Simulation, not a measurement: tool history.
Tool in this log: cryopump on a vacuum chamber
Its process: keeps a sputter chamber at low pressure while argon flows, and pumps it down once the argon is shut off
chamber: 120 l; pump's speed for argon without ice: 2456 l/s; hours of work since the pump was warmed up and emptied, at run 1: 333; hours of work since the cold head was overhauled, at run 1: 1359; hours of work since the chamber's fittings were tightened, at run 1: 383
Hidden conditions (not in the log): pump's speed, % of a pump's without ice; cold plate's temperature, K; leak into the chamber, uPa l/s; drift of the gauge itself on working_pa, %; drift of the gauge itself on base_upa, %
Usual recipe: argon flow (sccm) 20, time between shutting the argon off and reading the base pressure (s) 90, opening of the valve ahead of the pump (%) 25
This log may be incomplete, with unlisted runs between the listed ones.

| run | hour | argon flow (sccm) | time between shutting the argon off and reading the base pressure (s) | opening of the valve ahead of the pump (%) | hours of work since the pump was warmed up and emptied | hours of work since the cold head was overhauled | hours of work since the chamber's fittings were tightened | pressure while argon flows (Pa) | pressure after the wait (uPa) |
|---|---|---|---|---|---|---|---|---|---|
| 1 | 0 | 20 | 90 | 25 | 333 | 1359 | 383 | 0.057 | 0.97 |
| 2 | 83.2 | 20 | 90 | 25 | 372 | 1399 | 422 | 0.0572 | 1 |
| 3 | 125.9 | 20 | 277 | 25 | 393 | 1419 | 442 | 0.0562 | 0.52 |
| 4 | 171.2 | 20 | 277 | 25 | 414 | 1441 | 464 | 0.0572 | 0.54 |
| 5 | 208.8 | 20 | 277 | 25 | 432 | 1459 | 482 | 0.0568 | 0.57 |
| 6 | 290.5 | 20 | 88 | 25 | 471 | 1498 | 521 | 0.0579 | 1.05 |
| 7 | 335.2 | 20 | 90 | 25 | 492 | 1519 | 542 | 0.0574 | 1.07 |
| 8 | 380.4 | 20 | 90 | 25 | 514 | 1541 | 564 | 0.0574 | 1.08 |
| 9 | 435.3 | 20 | 64 | 25 | 540 | 1567 | 590 | 0.0578 | 1.31 |
| 10 | 487.5 | 20 | 64 | 25 | 565 | 1592 | 615 | 0.0586 | 1.36 |
| 11 | 550 | 20 | 64 | 25 | 595 | 1621 | 644 | 0.0582 | 1.34 |
| 12 | 587.9 | 20 | 90 | 25 | 613 | 1639 | 662 | 0.058 | 1.05 |
| 13 | 657.1 | 20 | 90 | 25 | 646 | 1672 | 695 | 0.0587 | 1.11 |
| 14 | 700.9 | 20 | 90 | 25 | 667 | 1693 | 716 | 0.0582 | 1.15 |
| 15 | 736.5 | 9 | 90 | 25 | 683 | 1710 | 733 | 0.0265 | 1.14 |
| 16 | 824.6 | 9 | 90 | 25 | 725 | 1752 | 775 | 0.0263 | 1.17 |
| 17 | 900.8 | 9 | 90 | 25 | 762 | 1788 | 811 | 0.027 | 1.22 |
| 18 | 971.2 | 15 | 90 | 16 | 795 | 1822 | 845 | 0.068 | 1.19 |
| 19 | 1039.7 | 15 | 63 | 16 | 828 | 1855 | 878 | 0.0678 | 1.47 |
| 20 | 1088.1 | 17 | 72 | 25 | 851 | 1878 | 901 | 0.0507 | 1.43 |
| 21 | 1149.3 | 17 | 234 | 25 | 880 | 1907 | 930 | 0.0512 | 0.85 |
| 22 | 1225.8 | 17 | 234 | 25 | 916 | 1943 | 966 | 0.0506 | 0.9 |
| 23 | 1306.8 | 38 | 70 | 24 | 955 | 1982 | 1005 | 0.1185 | 1.5 |
| 24 | 1356.8 | 19 | 289 | 26 | 979 | 2006 | 1029 | 0.0557 | 0.89 |
| 25 | 1427.1 | 19 | 289 | 26 | 1012 | 2039 | 1062 | 0.0559 | 0.92 |

Forecast run 26:
|  | 1438.6 | pump warmed up, emptied and cooled again |
| 26 | 1506.2 | 19 | 42 | 51 | 32 | 2074 | 1097 | ? | ? |

pressure while argon flows (Pa): 0.0262
pressure after the wait (uPa): 1.97
Had the tool carried no hidden state, the very same run would have given pressure while argon flows (Pa) 0.0255, pressure after the wait (uPa) 1.56.
